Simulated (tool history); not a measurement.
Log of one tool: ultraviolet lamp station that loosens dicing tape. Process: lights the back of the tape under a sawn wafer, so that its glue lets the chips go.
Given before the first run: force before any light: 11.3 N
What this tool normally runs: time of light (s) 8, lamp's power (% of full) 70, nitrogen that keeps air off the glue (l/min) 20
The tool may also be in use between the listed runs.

run,day,time of light (s),lamp's power (% of full),nitrogen that keeps air off the glue (l/min),force that peels the tape off (N),light that reached the tape (mJ/cm2)
1,0,8,70,20,1.139,256
2,0.354,7,70,20,1.529,219
3,0.579,7,70,20,1.531,219
4,0.804,8,70,20,1.176,254
5,1.179,8,70,20,1.186,254
6,1.458,8,70,20,1.195,252
7,1.858,8,70,37,0.864,255
8,2.175,8,99,20,0.555,356
9,2.479,11,65,13,0.955,327
10,2.779,6,61,21,2.397,163
11,3.267,15,96,21,0.195,648
12,3.738,8,70,12,1.699,249

The same runs without the tool's hidden state, with the same run-to-run variation:
Hidden conditions of the tool in this case: lamp's light, % of a new lamp's; light that the window lets through, % of a clean one's; drift of the gauge itself on peel_n, %; drift of the gauge itself on dose_mj_cm2, %.
run,force that peels the tape off (N),light that reached the tape (mJ/cm2)
1,0.924,282
2,1.256,243
3,1.255,243
4,0.944,282
5,0.945,282
6,0.95,281
7,0.67,285
8,0.428,399
9,0.739,366
10,2,184
11,0.182,731
12,1.343,282

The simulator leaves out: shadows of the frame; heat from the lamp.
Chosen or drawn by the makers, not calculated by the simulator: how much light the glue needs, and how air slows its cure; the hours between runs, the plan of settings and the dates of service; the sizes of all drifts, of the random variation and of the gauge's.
